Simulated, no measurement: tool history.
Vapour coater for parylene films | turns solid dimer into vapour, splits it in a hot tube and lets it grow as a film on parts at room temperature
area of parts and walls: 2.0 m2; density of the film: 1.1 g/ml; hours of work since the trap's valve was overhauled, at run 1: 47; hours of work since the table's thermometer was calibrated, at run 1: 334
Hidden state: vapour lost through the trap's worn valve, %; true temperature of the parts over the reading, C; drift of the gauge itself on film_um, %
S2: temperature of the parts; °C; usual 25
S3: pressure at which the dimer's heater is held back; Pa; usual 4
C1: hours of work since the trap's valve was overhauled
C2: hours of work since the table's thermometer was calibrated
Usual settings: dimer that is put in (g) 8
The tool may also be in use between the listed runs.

{"run": 1, "hour": 0.0, "dimer that is put in (g)": 8, "S2": 25, "S3": 4, "C1": 47, "C2": 334, "thickness of the film (µm)": 2.65}
{"run": 2, "hour": 13.4, "dimer that is put in (g)": 8, "S2": 25, "S3": 4, "C1": 57, "C2": 343, "thickness of the film (µm)": 2.59}
{"run": 3, "hour": 27.4, "dimer that is put in (g)": 8, "S2": 25, "S3": 4, "C1": 67, "C2": 353, "thickness of the film (µm)": 2.62}
{"run": 4, "hour": 35.5, "dimer that is put in (g)": 8, "S2": 24, "S3": 4, "C1": 72, "C2": 359, "thickness of the film (µm)": 2.73}
{"run": 5, "hour": 48.1, "dimer that is put in (g)": 8, "S2": 17, "S3": 4, "C1": 81, "C2": 368, "thickness of the film (µm)": 3.04}
{"run": 6, "hour": 58.9, "dimer that is put in (g)": 8, "S2": 17, "S3": 4, "C1": 89, "C2": 376, "thickness of the film (µm)": 3.02}
{"run": 7, "hour": 71.8, "dimer that is put in (g)": 8, "S2": 17, "S3": 4, "C1": 98, "C2": 385, "thickness of the film (µm)": 3.03}
{"hour": 74.4, "done": "table's thermometer calibrated"}
{"run": 8, "hour": 84.2, "dimer that is put in (g)": 8, "S2": 20, "S3": 9.07, "C1": 106, "C2": 7, "thickness of the film (µm)": 2.51}
{"run": 9, "hour": 100.4, "dimer that is put in (g)": 4, "S2": 35, "S3": 9.6, "C1": 118, "C2": 18, "thickness of the film (µm)": 0.97}
{"run": 10, "hour": 108.2, "dimer that is put in (g)": 4, "S2": 35, "S3": 9.6, "C1": 123, "C2": 24, "thickness of the film (µm)": 0.96}
{"run": 11, "hour": 121.3, "dimer that is put in (g)": 7, "S2": 19, "S3": 8.19, "C1": 133, "C2": 33, "thickness of the film (µm)": 2.26}
{"run": 12, "hour": 137.1, "dimer that is put in (g)": 8, "S2": 27, "S3": 9.44, "C1": 144, "C2": 44, "thickness of the film (µm)": 2.26}
{"hour": 149.6, "done": "table's thermometer calibrated, once more"}
{"run": 13, "hour": 149.7, "dimer that is put in (g)": 4, "S2": 20, "S3": 9.44, "C1": 152, "C2": 0, "thickness of the film (µm)": 1.27}

4 ways to go on from here, each from the tool as it stands after run 13. What would each give?
{"run": "A", "hour": 162.5, "dimer that is put in (g)": 4, "S2": 18, "S3": 9.44, "C1": 161, "C2": 9, "thickness of the film (µm)": "?"}
{"run": "B", "hour": 162.5, "dimer that is put in (g)": 8, "S2": 28, "S3": 5.89, "C1": 161, "C2": 9, "thickness of the film (µm)": "?"}
{"run": "C", "hour": 162.5, "dimer that is put in (g)": 8, "S2": 24, "S3": 8.85, "C1": 161, "C2": 9, "thickness of the film (µm)": "?"}
{"run": "D", "hour": 162.5, "dimer that is put in (g)": 3, "S2": 20, "S3": 9.44, "C1": 161, "C2": 9, "thickness of the film (µm)": "?"}

run=A thickness_of_the_film_(µm)=1.32
run=B thickness_of_the_film_(µm)=2.37
run=C thickness_of_the_film_(µm)=2.42
run=D thickness_of_the_film_(µm)=0.94
Without the tool's hidden state the same runs would have given:
run=A thickness_of_the_film_(µm)=1.37
run=B thickness_of_the_film_(µm)=2.44
run=C thickness_of_the_film_(µm)=2.5
run=D thickness_of_the_film_(µm)=0.97

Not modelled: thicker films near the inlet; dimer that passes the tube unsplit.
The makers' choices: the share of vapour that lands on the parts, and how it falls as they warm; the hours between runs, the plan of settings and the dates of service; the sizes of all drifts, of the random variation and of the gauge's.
